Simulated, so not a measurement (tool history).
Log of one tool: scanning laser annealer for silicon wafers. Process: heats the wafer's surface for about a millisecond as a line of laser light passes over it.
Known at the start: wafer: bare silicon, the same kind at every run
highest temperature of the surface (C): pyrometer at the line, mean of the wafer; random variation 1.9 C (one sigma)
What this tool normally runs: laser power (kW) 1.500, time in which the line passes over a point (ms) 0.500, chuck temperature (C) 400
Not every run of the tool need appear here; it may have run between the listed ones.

| run | hour | laser power (kW) | time in which the line passes over a point (ms) | chuck temperature (C) | highest temperature of the surface (C) |
|---|---|---|---|---|---|
| 1 | 0.0 | 1.500 | 0.500 | 400 | 1168 |
| 2 | 27.0 | 1.500 | 0.500 | 400 | 1171 |
| 3 | 49.9 | 1.500 | 0.500 | 400 | 1167 |
| 4 | 97.5 | 1.500 | 0.500 | 400 | 1161 |
| 5 | 137.7 | 1.500 | 0.531 | 400 | 1187 |
| 6 | 159.4 | 1.500 | 0.362 | 400 | 1055 |
| 7 | 188.7 | 1.500 | 0.362 | 400 | 1051 |
| 8 | 233.1 | 1.500 | 0.551 | 400 | 1195 |
| 9 | 266.2 | 1.500 | 0.500 | 400 | 1158 |
| 10 | 306.6 | 1.500 | 0.500 | 400 | 1153 |
| 11 | 331.6 | 1.500 | 0.357 | 400 | 1043 |
| 12 | 362.4 | 1.500 | 0.500 | 400 | 1153 |
| 13 | 395.7 | 1.500 | 0.500 | 400 | 1152 |
| 14 | 427.4 | 1.500 | 0.500 | 400 | 1150 |
| 15 | 458.3 | 1.500 | 0.500 | 400 | 1147 |
| 16 | 481.6 | 1.500 | 0.500 | 421 | 1169 |
|  | 485.6 | window over the wafer cleaned |
| 17 | 511.0 | 1.500 | 0.500 | 373 | 1134 |
| 18 | 537.3 | 1.500 | 0.500 | 400 | 1159 |
| 19 | 584.6 | 1.500 | 0.500 | 400 | 1161 |
| 20 | 604.1 | 1.500 | 0.500 | 400 | 1160 |
| 21 | 643.5 | 1.500 | 0.500 | 400 | 1158 |
| 22 | 684.4 | 1.410 | 0.458 | 435 | 1107 |
| 23 | 730.6 | 1.508 | 0.450 | 435 | 1157 |
| 24 | 775.6 | 1.377 | 0.395 | 404 | 1006 |
| 25 | 801.1 | 1.377 | 0.569 | 404 | 1125 |
| 26 | 835.7 | 1.377 | 0.569 | 404 | 1117 |
|  | 845.0 | optics aligned, line set to its width |
| 27 | 870.3 | 1.628 | 0.567 | 400 | 1272 |
| 28 | 905.7 | 1.628 | 0.580 | 435 | 1308 |
| 29 | 943.9 | 1.601 | 0.588 | 374 | 1239 |
| 30 | 970.6 | 1.527 | 0.588 | 417 | 1234 |
| 31 | 1007.6 | 1.325 | 0.560 | 382 | 1042 |
| 32 | 1041.9 | 1.500 | 0.478 | 400 | 1111 |
|  | 1054.0 | window over the wafer cleaned |
| 33 | 1077.0 | 1.480 | 0.414 | 385 | 1062 |
| 34 | 1098.5 | 1.646 | 0.463 | 401 | 1216 |
|  | 1135.9 | optics aligned, line set to its width, once more |
| 35 | 1137.9 | 1.603 | 0.424 | 416 | 1190 |
| 36 | 1163.7 | 1.335 | 0.613 | 400 | 1130 |
| 37 | 1196.2 | 1.335 | 0.613 | 400 | 1129 |
| 38 | 1238.3 | 1.373 | 0.613 | 400 | 1153 |
| 39 | 1282.9 | 1.617 | 0.500 | 383 | 1221 |
| 40 | 1315.4 | 1.617 | 0.500 | 383 | 1222 |
| 41 | 1361.2 | 1.464 | 0.500 | 383 | 1122 |

Measured result minus the same run's result without the hidden state. Both carry the same run-to-run variation, though not necessarily the same gauge scatter:
The hidden state here: light that passes the window, % of a clean one's; laser's true power over the reading, %; width of the line over the set one, %; drift of the gauge itself on peak_c, C.
| run | highest temperature of the surface (C) |
|---|---|
| 1 | -16 |
| 2 | -17 |
| 3 | -19 |
| 4 | -21 |
| 5 | -23 |
| 6 | -21 |
| 7 | -22 |
| 8 | -28 |
| 9 | -29 |
| 10 | -30 |
| 11 | -27 |
| 12 | -32 |
| 13 | -34 |
| 14 | -36 |
| 15 | -36 |
| 16 | -38 |
| 17 | -22 |
| 18 | -24 |
| 19 | -25 |
| 20 | -27 |
| 21 | -27 |
| 22 | -27 |
| 23 | -30 |
| 24 | -27 |
| 25 | -34 |
| 26 | -35 |
| 27 | -54 |
| 28 | -56 |
| 29 | -57 |
| 30 | -55 |
| 31 | -47 |
| 32 | -52 |
| 33 | -31 |
| 34 | -38 |
| 35 | -15 |
| 36 | -15 |
| 37 | -16 |
| 38 | -19 |
| 39 | -23 |
| 40 | -25 |
| 41 | -24 |
